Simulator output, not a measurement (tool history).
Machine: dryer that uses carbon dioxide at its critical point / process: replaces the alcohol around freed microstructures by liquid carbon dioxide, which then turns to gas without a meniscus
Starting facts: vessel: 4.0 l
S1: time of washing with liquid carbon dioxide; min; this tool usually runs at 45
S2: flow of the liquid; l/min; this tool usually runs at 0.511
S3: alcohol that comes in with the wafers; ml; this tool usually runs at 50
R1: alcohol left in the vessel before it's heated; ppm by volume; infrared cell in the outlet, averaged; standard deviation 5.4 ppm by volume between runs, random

run	hour	S1	S2	S3	R1
1	0.0	45	0.511	50	174
2	33.1	45	0.511	50	172
3	78.9	45	0.796	50	21
4	142.9	45	0.474	50	235
5	209.0	45	0.511	50	171
6	244.2	45	0.511	50	200
7	305.3	51	0.511	50	115
8	374.6	51	0.511	50	121
9	408.6	45	0.353	50	681
10	468.4	42	0.706	50	66
11	516.7	27	0.399	28	977
12	546.7	27	0.399	28	992
13	579.8	45	0.430	25	202
14	629.3	37	0.445	25	319

Estimate the outcome of run 15 from the log above:
# hour 647.4: inlet filter changed
15	694.8	56	0.529	72	?

R1: 79 ppm by volume
Without the tool's hidden state the same run would have given R1 58 ppm by volume.
